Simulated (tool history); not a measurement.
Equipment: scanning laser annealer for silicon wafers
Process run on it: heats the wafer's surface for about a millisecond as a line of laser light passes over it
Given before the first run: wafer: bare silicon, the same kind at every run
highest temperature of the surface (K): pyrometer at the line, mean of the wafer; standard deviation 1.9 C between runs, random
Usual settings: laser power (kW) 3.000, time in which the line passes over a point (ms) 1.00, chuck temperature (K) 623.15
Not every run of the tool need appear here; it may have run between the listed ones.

run	day	laser power (kW)	time in which the line passes over a point (ms)	chuck temperature (K)	highest temperature of the surface (K)
1	0.000	3.000	1.00	623.15	1413.15
2	0.658	3.000	1.00	623.15	1407.15
3	1.308	3.000	1.00	623.15	1410.15
4	2.246	3.000	1.00	623.15	1412.15
5	3.088	3.000	1.00	623.15	1411.15
6	4.062	3.000	1.00	608.15	1394.15
7	5.083	3.000	0.76	623.15	1299.15
8	5.679	3.000	1.23	623.15	1498.15
9	6.646	3.014	0.87	623.15	1355.15
10	7.658	3.014	0.87	623.15	1352.15
11	8.125	3.000	0.73	623.15	1285.15
12	8.938	2.604	1.00	635.15	1310.15
# day 9.325: window over the wafer cleaned
13	9.975	2.604	1.00	635.15	1353.15
14	10.479	2.604	0.79	644.15	1278.15
15	11.308	3.222	0.78	661.15	1438.15
16	11.942	2.866	1.21	593.15	1466.15

Below are 5 alternative next runs, each starting from the tool's condition after run 16. Predict each:
A	12.779	3.259	0.80	662.15	?
B	12.779	2.866	1.01	593.15	?
C	12.779	3.000	1.00	614.15	?
D	12.779	2.866	1.21	593.15	?
E	12.779	3.000	0.86	602.15	?

run	highest temperature of the surface (K)
A	1456.15
B	1385.15
C	1441.15
D	1463.15
E	1364.15
Stripped of hidden state, with their random variation kept, the same runs would have yielded:
run	highest temperature of the surface (K)
A	1465.15
B	1394.15
C	1450.15
D	1472.15
E	1372.15
